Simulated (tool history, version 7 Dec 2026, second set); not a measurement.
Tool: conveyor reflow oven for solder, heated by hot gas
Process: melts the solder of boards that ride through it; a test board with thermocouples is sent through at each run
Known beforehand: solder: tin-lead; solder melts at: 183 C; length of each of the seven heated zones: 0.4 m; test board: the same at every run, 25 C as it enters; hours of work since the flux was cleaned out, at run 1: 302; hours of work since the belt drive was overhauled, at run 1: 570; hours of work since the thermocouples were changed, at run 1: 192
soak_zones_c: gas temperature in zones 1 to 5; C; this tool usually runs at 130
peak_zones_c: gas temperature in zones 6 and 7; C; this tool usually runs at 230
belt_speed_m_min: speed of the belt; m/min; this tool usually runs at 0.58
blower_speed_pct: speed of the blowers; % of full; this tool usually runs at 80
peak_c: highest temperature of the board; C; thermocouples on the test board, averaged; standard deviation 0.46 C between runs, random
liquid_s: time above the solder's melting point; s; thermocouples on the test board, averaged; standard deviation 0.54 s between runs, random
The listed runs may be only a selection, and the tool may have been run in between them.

run,hour,soak_zones_c,peak_zones_c,belt_speed_m_min,blower_speed_pct,hours of work since the flux was cleaned out,hours of work since the belt drive was overhauled,hours of work since the thermocouples were changed,peak_c,liquid_s
1,0,130,230,0.58,80,302,570,192,216.2,61.1
2,35.4,130,230,0.58,80,317,585,207,216.3,60
3,69.7,130,230,0.58,80,332,600,222,215.9,60.2
4,99.2,130,230,0.58,80,345,613,235,215.6,58.9
5,138.8,130,230,0.58,80,362,630,252,215.3,58.8
6,158.6,130,230,0.58,80,371,638,261,215.9,60.1
7,199.7,130,230,0.58,80,389,656,279,215.6,60
# hour 207.7: flux residue cleaned out of gas plates and filters
8,224.8,130,230,0.58,80,7,665,287,218.7,62.6
9,255.4,130,230,0.58,80,21,678,301,218,63
10,287.6,130,230,0.58,80,35,692,315,218.7,62.1
11,320.7,130,230,0.58,80,49,706,329,218,63.6
12,341.2,130,230,0.58,80,58,715,338,217.8,62
13,366.2,130,230,0.58,59,69,726,349,213.3,57.4
14,386.2,130,230,0.58,80,77,735,357,218.2,62.6
15,420.6,130,230,0.58,80,92,750,372,218.2,62.7
16,455.1,130,238,0.58,67,107,765,387,223.2,65.5
17,480.5,130,238,0.662,67,118,776,398,218.4,54.1
18,522.2,130,237,0.662,51,136,794,416,213.1,47.7
19,541.6,130,237,0.662,77,145,802,425,218,53.8
20,581.4,130,237,0.606,80,162,820,442,222.4,62.2
21,615,130,237,0.597,80,177,834,457,223.4,64.2
22,637.8,130,237,0.597,80,187,844,467,223.4,63.1
23,663.8,130,223,0.58,50,198,855,478,205.1,47.1
24,693.9,130,223,0.58,50,211,868,491,204.2,47.5
25,719.1,144,230,0.58,80,222,879,502,218.4,69
26,751.6,130,233,0.524,71,236,893,516,221.6,72.3
27,786.5,128,241,0.58,58,251,908,531,222.1,64.6

Consider 5 possible next runs. They are alternatives, not a sequence: every one starts from the tool as it was left by run 27. What does each give?
A,826.9,119,230,0.54,80,269,926,549,?,?
B,826.9,132,230,0.569,61,269,926,549,?,?
C,826.9,130,230,0.58,89,269,926,549,?,?
D,826.9,125,233,0.516,80,269,926,549,?,?
E,826.9,120,230,0.58,86,269,926,549,?,?

run,peak_c,liquid_s
A,216.6,62.6
B,214.5,60.9
C,217.9,63
D,221.8,71.7
E,216,57.7
What these runs would have given with no unlogged condition in the tool:
run,peak_c,liquid_s
A,219,64.1
B,216.6,62.1
C,220.3,64.2
D,224,72.5
E,218.6,59.3
